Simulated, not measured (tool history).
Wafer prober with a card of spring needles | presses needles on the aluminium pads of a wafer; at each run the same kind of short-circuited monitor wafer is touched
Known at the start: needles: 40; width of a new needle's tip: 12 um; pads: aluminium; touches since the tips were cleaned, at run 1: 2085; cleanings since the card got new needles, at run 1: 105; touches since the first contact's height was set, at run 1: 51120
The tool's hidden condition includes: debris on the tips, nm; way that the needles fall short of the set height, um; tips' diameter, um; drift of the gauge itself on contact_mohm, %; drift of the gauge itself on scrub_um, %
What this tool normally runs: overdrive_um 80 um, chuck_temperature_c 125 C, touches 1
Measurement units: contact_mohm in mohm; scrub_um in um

run   hour  overdrive_um  chuck_temperature_c  touches  touches since the tips were cleaned  cleanings since the card got new needles  touches since the first contact's height was set  contact_mohm  scrub_um
  1    0.0            80                  125        1                                 2085                                       105                                             51120           237     11.08
       1.8  -- tips cleaned on abrasive film
       8.7  -- tips cleaned on abrasive film
      17.4  -- tips cleaned on abrasive film
      24.3  -- tips cleaned on abrasive film
  2   28.5            80                  125        3                                 1651                                       109                                             62182           218     11.02
      32.0  -- tips cleaned on abrasive film
      38.9  -- tips cleaned on abrasive film
      45.8  -- tips cleaned on abrasive film
  3   50.4            80                  125        2                                 1793                                       112                                             70692           229     11.04
      53.9  -- tips cleaned on abrasive film
      60.8  -- tips cleaned on abrasive film
      67.7  -- tips cleaned on abrasive film
      76.4  -- tips cleaned on abrasive film
  4   79.4            80                  125        1                                 1201                                       116                                             81969           228     10.97
      84.6  -- tips cleaned on abrasive film
      93.3  -- tips cleaned on abrasive film
     100.2  -- tips cleaned on abrasive film
  5  104.5            80                  125        1                                 1699                                       119                                             91729           241     10.85
     108.0  -- tips cleaned on abrasive film
     114.9  -- tips cleaned on abrasive film
     121.8  -- tips cleaned on abrasive film
     130.0  -- tips cleaned on abrasive film
  6  130.0            80                  125        1                                    0                                       123                                            101622           212     10.80
     138.6  -- tips cleaned on abrasive film
     145.5  -- tips cleaned on abrasive film
  7  149.0            80                  125        1                                 1369                                       125                                            109020           233     10.81
     152.5  -- tips cleaned on abrasive film
     159.4  -- tips cleaned on abrasive film
     166.7  -- tips cleaned on abrasive film
  8  166.7            80                  125        1                                    0                                       128                                            115881           209     10.88
     173.6  -- tips cleaned on abrasive film
     180.6  -- tips cleaned on abrasive film
  9  184.4            80                  125        1                                 1515                                       130                                            122771           239     10.75
     187.9  -- tips cleaned on abrasive film
     194.8  -- tips cleaned on abrasive film
     201.8  -- tips cleaned on abrasive film
     205.5  -- height of the first contact set anew
 10  205.6            80                  125        1                                 1392                                       133                                                48           231     11.30
     209.1  -- tips cleaned on abrasive film
     216.0  -- tips cleaned on abrasive film
     223.0  -- tips cleaned on abrasive film
     229.9  -- tips cleaned on abrasive film
     238.5  -- tips cleaned on abrasive film
 11  242.1            80                   32        1                                 1402                                       138                                             14222           225     11.15
     245.6  -- tips cleaned on abrasive film
     254.2  -- tips cleaned on abrasive film
     262.8  -- tips cleaned on abrasive film
 12  268.2            80                   32        1                                 2128                                       141                                             24386           234     11.12
     270.0  -- tips cleaned on abrasive film
     276.9  -- tips cleaned on abrasive film
     283.8  -- tips cleaned on abrasive film
     290.7  -- tips cleaned on abrasive film
 13  292.6            80                   32        1                                  738                                       145                                             33853           208     11.10
     297.8  -- tips cleaned on abrasive film
     306.4  -- tips cleaned on abrasive film
 14  311.2            98                   47        1                                 1888                                       147                                             41108           216     13.63
     314.7  -- tips cleaned on abrasive film
     323.4  -- tips cleaned on abrasive film
     332.0  -- tips cleaned on abrasive film
 15  332.0            98                   47        1                                    7                                       150                                             49176           190     13.54
     339.0  -- tips cleaned on abrasive film
     345.9  -- tips cleaned on abrasive film
     352.8  -- tips cleaned on abrasive film
     359.7  -- tips cleaned on abrasive film
 16  362.5            98                   47        1                                 1090                                       154                                             61031           210     13.54
     367.7  -- tips cleaned on abrasive film
     376.3  -- tips cleaned on abrasive film
     383.2  -- tips cleaned on abrasive film
     391.8  -- tips cleaned on abrasive film
 17  395.7            98                   46        2                                 1514                                       158                                             73939           205     13.38
     399.2  -- tips cleaned on abrasive film
     406.1  -- tips cleaned on abrasive film
     413.0  -- tips cleaned on abrasive film
 18  417.7            70                  125        1                                 1836                                       161                                             82491           263      9.51
     421.2  -- tips cleaned on abrasive film
     428.1  -- tips cleaned on abrasive film
     436.7  -- tips cleaned on abrasive film
     445.4  -- tips cleaned on abrasive film
     454.0  -- tips cleaned on abrasive film
 19  454.5            70                   31        1                                  206                                       166                                             96801           202      9.37
     461.4  -- tips cleaned on abrasive film
     468.4  -- tips cleaned on abrasive film
     477.0  -- tips cleaned on abrasive film
     483.9  -- tips cleaned on abrasive film
 20  487.8            64                  107        2                                 1514                                       170                                            109735           241      8.51
     491.3  -- tips cleaned on abrasive film
     498.2  -- tips cleaned on abrasive film
     505.1  -- tips cleaned on abrasive film
 21  508.2            80                   51        1                                 1205                                       173                                            117656           221     10.70
     513.4  -- tips cleaned on abrasive film
     520.3  -- tips cleaned on abrasive film
     527.2  -- tips cleaned on abrasive film
 22  532.8            93                  120        1                                 2213                                       176                                            127258           241     12.49
     534.6  -- tips cleaned on abrasive film
     546.6  -- card fitted with new needles
     553.6  -- tips cleaned on abrasive film
     562.1  -- tips cleaned on abrasive film
     570.7  -- tips cleaned on abrasive film
     577.6  -- tips cleaned on abrasive film
 23  578.5            71                  125        2                                  333                                         4                                             12376           210      9.96
     585.4  -- tips cleaned on abrasive film
     594.0  -- tips cleaned on abrasive film
 24  600.5            69                  125        1                                 2547                                         6                                             20969           247      9.68
     602.3  -- tips cleaned on abrasive film
     609.2  -- tips cleaned on abrasive film
     616.1  -- tips cleaned on abrasive film
     623.0  -- tips cleaned on abrasive film
 25  623.7            71                   44        1                                  238                                        10                                             29940           199      9.91

Difference, measured minus no-hidden-state, one row per run. Run-to-run variation is common to both terms; the gauge's own scatter need not be:
run  contact_mohm  scrub_um
  1           +36     -0.23
  2           +13     -0.28
  3           +25     -0.32
  4           +25     -0.37
  5           +38     -0.39
  6            +8     -0.45
  7           +31     -0.47
  8            +6     -0.52
  9           +33     -0.53
 10           +28     +0.00
 11           +40     -0.07
 12           +51     -0.10
 13           +27     -0.16
 14           +31     -0.18
 15            +5     -0.22
 16           +23     -0.27
 17           +17     -0.32
 18           +57     -0.36
 19           +18     -0.42
 20           +38     -0.48
 21           +36     -0.51
 22           +40     -0.55
 23            +5     -0.05
 24           +40     -0.08
 25           +11     -0.12
